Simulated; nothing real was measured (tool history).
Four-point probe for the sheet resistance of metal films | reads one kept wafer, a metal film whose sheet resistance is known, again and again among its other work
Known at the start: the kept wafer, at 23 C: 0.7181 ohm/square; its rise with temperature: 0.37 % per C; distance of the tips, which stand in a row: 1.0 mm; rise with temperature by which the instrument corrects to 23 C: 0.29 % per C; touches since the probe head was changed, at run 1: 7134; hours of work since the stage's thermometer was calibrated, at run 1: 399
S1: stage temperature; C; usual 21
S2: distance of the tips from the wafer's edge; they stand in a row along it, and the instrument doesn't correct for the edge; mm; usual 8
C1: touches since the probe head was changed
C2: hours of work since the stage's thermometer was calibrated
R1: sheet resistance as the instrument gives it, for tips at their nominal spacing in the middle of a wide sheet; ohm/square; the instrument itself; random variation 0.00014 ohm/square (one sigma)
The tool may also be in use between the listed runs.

Run 1, hour 0.0: usual settings; C1 7134; C2 399. Result: R1 0.721447 ohm/square.
Run 2, hour 18.0: usual settings; C1 7938; C2 411. Result: R1 0.721414 ohm/square.
Run 3, hour 30.5: usual settings; C1 8497; C2 419. Result: R1 0.721563 ohm/square.
Run 4, hour 43.0: usual settings but S2 6 mm; C1 9056; C2 427. Result: R1 0.726360 ohm/square.
Run 5, hour 58.5: usual settings but S1 35 C; C1 9747; C2 437. Result: R1 0.729373 ohm/square.
Run 6, hour 71.2: usual settings but S1 35 C; C1 10315; C2 446. Result: R1 0.729275 ohm/square.
Run 7, hour 84.6: usual settings but S1 35 C; C1 10913; C2 455. Result: R1 0.729108 ohm/square.
Run 8, hour 104.4: usual settings but S1 35 C; C1 11797; C2 468. Result: R1 0.729444 ohm/square.
Run 9, hour 117.9: usual settings but S2 4 mm; C1 12403; C2 477. Result: R1 0.739077 ohm/square.
Run 10, hour 131.5: usual settings but S2 4 mm; C1 13010; C2 486. Result: R1 0.739142 ohm/square.
Run 11, hour 151.5: usual settings but S1 23 C, S2 16 mm; C1 13901; C2 499. Result: R1 0.718680 ohm/square.
Run 12, hour 166.5: usual settings but S1 23 C, S2 16 mm; C1 14573; C2 509. Result: R1 0.718546 ohm/square.
Run 13, hour 179.9: usual settings but S1 31 C, S2 5 mm; C1 15170; C2 518. Result: R1 0.736810 ohm/square.
Run 14, hour 189.7: usual settings but S1 24 C, S2 49 mm; C1 15608; C2 524. Result: R1 0.717948 ohm/square.
Run 15, hour 201.0: usual settings but S1 33 C, S2 6 mm; C1 16113; C2 532. Result: R1 0.733173 ohm/square.

Forecast each of these 4 alternatives for the next run:
Run A, hour 213.1: usual settings but S1 30 C, S2 7 mm; C1 16654; C2 540. Result: R1 ?.
Run B, hour 213.1: usual settings but S1 33 C, S2 3 mm; C1 16654; C2 540. Result: R1 ?.
Run C, hour 213.1: usual settings but S2 4 mm; C1 16654; C2 540. Result: R1 ?.
Run D, hour 213.1: usual settings but S1 33 C, S2 4 mm; C1 16654; C2 540. Result: R1 ?.

run        R1
  A  0.728764
  B  0.763319
  C  0.739495
  D  0.746121
Without the tool's hidden state the same runs would have given:
run        R1
  A  0.729596
  B  0.764183
  C  0.740355
  D  0.746967

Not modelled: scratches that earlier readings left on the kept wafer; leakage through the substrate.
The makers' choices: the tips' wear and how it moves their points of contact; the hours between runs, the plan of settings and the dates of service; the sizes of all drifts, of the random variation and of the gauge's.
